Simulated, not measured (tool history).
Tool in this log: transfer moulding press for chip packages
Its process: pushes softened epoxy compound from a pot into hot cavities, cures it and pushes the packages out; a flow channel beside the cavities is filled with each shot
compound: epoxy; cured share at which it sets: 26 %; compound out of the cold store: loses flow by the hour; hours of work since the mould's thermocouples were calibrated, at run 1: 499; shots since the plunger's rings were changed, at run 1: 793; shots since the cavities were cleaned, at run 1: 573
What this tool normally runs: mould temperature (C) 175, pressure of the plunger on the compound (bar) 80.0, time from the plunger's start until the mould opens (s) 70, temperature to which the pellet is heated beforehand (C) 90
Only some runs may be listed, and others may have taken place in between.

| run | day | mould temperature (C) | pressure of the plunger on the compound (bar) | time from the plunger's start until the mould opens (s) | temperature to which the pellet is heated beforehand (C) | hours of work since the mould's thermocouples were calibrated | shots since the plunger's rings were changed | shots since the cavities were cleaned | incoming compound's hours out of the cold store | length that the compound runs in the flow channel (mm) | greatest force on the pins that push the packages out (N) |
|---|---|---|---|---|---|---|---|---|---|---|---|
| 1 | 0.000 | 175 | 80.0 | 70 | 90 | 499 | 793 | 573 | 33.4 | 688 | 601 |
|  | 0.975 | cavities cleaned with cleaning compound and waxed |
| 2 | 1.654 | 175 | 80.0 | 70 | 90 | 523 | 1357 | 240 | 44.3 | 629 | 492 |
| 3 | 2.662 | 175 | 80.0 | 70 | 90 | 539 | 1714 | 597 | 38.1 | 651 | 588 |
|  | 3.608 | cavities cleaned with cleaning compound and waxed |
| 4 | 4.517 | 175 | 80.0 | 70 | 91 | 567 | 2349 | 322 | 24.8 | 717 | 526 |
| 5 | 5.838 | 175 | 80.0 | 65 | 91 | 588 | 2816 | 789 | 12.2 | 791 | 706 |
|  | 6.225 | cavities cleaned with cleaning compound and waxed |
| 6 | 7.038 | 175 | 80.0 | 65 | 91 | 605 | 3220 | 289 | 37.8 | 644 | 609 |
| 7 | 8.558 | 175 | 91.7 | 70 | 90 | 629 | 3758 | 827 | 37.1 | 695 | 627 |
|  | 8.812 | cavities cleaned with cleaning compound and waxed |
| 8 | 9.846 | 175 | 91.7 | 70 | 90 | 648 | 4191 | 366 | 40.3 | 676 | 516 |
|  | 10.679 | plunger's sealing rings changed |
| 9 | 10.904 | 175 | 91.7 | 70 | 89 | 663 | 81 | 705 | 9.9 | 871 | 609 |
|  | 11.542 | mould's thermocouples calibrated |
|  | 11.604 | cavities cleaned with cleaning compound and waxed |
| 10 | 12.138 | 175 | 91.7 | 70 | 89 | 8 | 466 | 189 | 17.4 | 831 | 519 |
| 11 | 13.404 | 175 | 91.7 | 70 | 89 | 28 | 914 | 637 | 35.3 | 729 | 622 |
|  | 14.179 | cavities cleaned with cleaning compound and waxed |
| 12 | 14.846 | 175 | 91.7 | 70 | 89 | 50 | 1403 | 236 | 14.7 | 838 | 573 |
| 13 | 16.079 | 175 | 91.7 | 70 | 89 | 69 | 1839 | 672 | 13.1 | 840 | 664 |
|  | 16.867 | cavities cleaned with cleaning compound and waxed |
| 14 | 17.729 | 175 | 91.7 | 70 | 89 | 94 | 2401 | 305 | 47.1 | 662 | 548 |
| 15 | 18.929 | 175 | 91.7 | 54 | 92 | 112 | 2826 | 730 | 18.0 | 804 | 1222 |
|  | 19.538 | cavities cleaned with cleaning compound and waxed |
| 16 | 20.904 | 179 | 80.0 | 70 | 100 | 142 | 3503 | 483 | 26.0 | 687 | 508 |
|  | 22.179 | cavities cleaned with cleaning compound and waxed |
| 17 | 22.412 | 179 | 93.2 | 55 | 97 | 165 | 4016 | 83 | 31.4 | 717 | 613 |
|  | 23.812 | plunger's sealing rings changed |
| 18 | 24.312 | 175 | 80.0 | 56 | 95 | 193 | 177 | 719 | 32.6 | 694 | 977 |
|  | 24.825 | cavities cleaned with cleaning compound and waxed |
| 19 | 25.729 | 175 | 80.0 | 56 | 95 | 214 | 657 | 321 | 16.8 | 779 | 928 |
|  | 27.496 | cavities cleaned with cleaning compound and waxed |
| 20 | 27.721 | 182 | 91.2 | 56 | 95 | 244 | 1339 | 79 | 22.9 | 766 | 512 |
| 21 | 29.525 | 182 | 91.2 | 56 | 95 | 272 | 1978 | 718 | 13.2 | 819 | 679 |
|  | 30.071 | cavities cleaned with cleaning compound and waxed |
| 22 | 31.296 | 182 | 91.2 | 56 | 88 | 299 | 2583 | 434 | 19.4 | 779 | 627 |
|  | 32.712 | cavities cleaned with cleaning compound and waxed |
| 23 | 33.083 | 175 | 91.2 | 56 | 93 | 325 | 3195 | 132 | 44.9 | 653 | 742 |
| 24 | 34.250 | 175 | 91.2 | 56 | 93 | 344 | 3608 | 545 | 11.8 | 833 | 1044 |
| 25 | 35.125 | 175 | 91.2 | 56 | 93 | 357 | 3918 | 855 | 42.2 | 660 | 958 |
|  | 35.283 | cavities cleaned with cleaning compound and waxed |
| 26 | 36.608 | 175 | 91.2 | 56 | 93 | 379 | 4420 | 469 | 13.6 | 813 | 998 |
|  | 36.808 | plunger's sealing rings changed |
|  | 38.038 | cavities cleaned with cleaning compound and waxed |
| 27 | 38.421 | 176 | 80.0 | 70 | 90 | 405 | 549 | 135 | 46.6 | 630 | 453 |

Each row is a separate what-if for the run after 27, all from the same tool condition, not one after another. Results?
| A | 39.238 | 176 | 80.0 | 70 | 88 | 418 | 839 | 425 | 23.4 | ? | ? |
| B | 39.238 | 175 | 80.0 | 70 | 95 | 418 | 839 | 425 | 38.2 | ? | ? |
| C | 39.238 | 182 | 80.0 | 84 | 90 | 418 | 839 | 425 | 23.9 | ? | ? |

| run | length that the compound runs in the flow channel (mm) | greatest force on the pins that push the packages out (N) |
|---|---|---|
| A | 728 | 544 |
| B | 656 | 548 |
| C | 729 | 455 |
Stripped of hidden state, with their random variation kept, the same runs would have yielded:
| run | length that the compound runs in the flow channel (mm) | greatest force on the pins that push the packages out (N) |
|---|---|---|
| A | 736 | 441 |
| B | 663 | 443 |
| C | 737 | 358 |

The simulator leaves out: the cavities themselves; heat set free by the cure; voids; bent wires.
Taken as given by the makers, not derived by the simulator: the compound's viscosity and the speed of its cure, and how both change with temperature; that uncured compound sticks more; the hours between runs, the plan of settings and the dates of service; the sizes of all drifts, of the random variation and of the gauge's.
